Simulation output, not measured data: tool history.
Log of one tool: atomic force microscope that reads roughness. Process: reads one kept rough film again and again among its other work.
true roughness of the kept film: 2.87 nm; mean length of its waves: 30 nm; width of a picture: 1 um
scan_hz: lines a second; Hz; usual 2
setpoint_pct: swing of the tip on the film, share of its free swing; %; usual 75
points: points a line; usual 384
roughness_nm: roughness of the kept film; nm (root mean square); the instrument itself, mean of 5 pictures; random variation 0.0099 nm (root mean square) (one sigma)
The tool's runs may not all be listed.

run	hour	scan_hz	setpoint_pct	points	roughness_nm
1	0	2	75	384	1.905
2	6.2	2	75	384	1.903
3	14.5	2	75	384	1.906
4	20	2	89	384	1.728
5	27.8	2	89	384	1.726
6	39.9	2	75	384	1.876
7	52.1	2	75	384	1.873
8	60.1	2	75	384	1.864
9	71.9	2	75	384	1.868
10	76.9	2	75	384	1.851
11	83.1	2	75	384	1.837
12	94.7	2	75	384	2.25
13	102.5	2	75	384	2.238
14	112.1	2	75	384	2.221
15	119	2	75	384	2.214
16	128.6	2	75	384	2.197
17	135.6	2	75	384	2.196
18	144.9	2	75	384	2.201
19	151.5	2	75	384	2.183
20	161.8	2	61	384	2.301
21	173.8	2	61	384	2.288
22	184.1	2	61	384	2.294
23	195.2	2	61	384	2.249
24	203.8	2	61	384	2.273
25	210.3	0.92	61	384	2.312
26	217.4	0.92	61	384	2.324
27	229.1	1.69	69	987	2.207
28	237.5	1.69	69	987	2.192
29	245.3	1.69	69	987	2.189
30	253.3	0.51	67	726	2.289
31	263.4	0.51	76	388	2.264
32	273.6	1.31	80	826	2.104
33	283.2	1.81	74	593	2.097
34	291.7	3.7	75	384	1.89
35	304.7	2	90	493	1.847
36	316.3	1.78	75	922	2.07
37	321.7	2	84	303	1.911
38	332.6	2	81	303	1.934
39	341.1	1.97	56	394	2.155
40	351.4	1.97	56	394	2.165
41	362.1	2	72	384	2.026
42	369.3	0.63	81	684	2.123
43	375	1.25	75	484	2.08
44	384.9	1.5	63	484	2.106
45	391.2	0.58	67	601	2.165
46	401.3	1.02	79	853	2.049
47	409.7	1.02	79	853	2.041
48	419.2	1.02	79	853	2.047
49	428.6	2	72	269	1.955
50	439.8	2	72	269	1.95
51	447.3	2.07	81	400	1.85
52	453.6	0.66	81	288	2.018

Taken out of this log: 3 entries between the listed runs. Where each belongs, and how the hidden state differs across it:
Between runs 11 and 12: new tip fitted (hour 91.7)
  radius of the tip, nm: 30 -> 10.7; height scale over the true one, %: -0.33 -> -0.34
  measured less the result without the state, roughness_nm: -0.421 -> -0.025 nm (root mean square)
Between runs 28 and 29: height scale calibrated on a step standard (hour 239.1)
  radius of the tip, nm: 17 -> 17.3; height scale over the true one, %: -0.42 -> -0.56
  measured less the result without the state, roughness_nm: -0.182 -> -0.193 nm (root mean square)
Between runs 34 and 35: height scale calibrated on a step standard, once more (hour 300.3)
  radius of the tip, nm: 19.3 -> 19.8; height scale over the true one, %: -0.58 -> 0.02
  measured less the result without the state, roughness_nm: -0.208 -> -0.202 nm (root mean square)
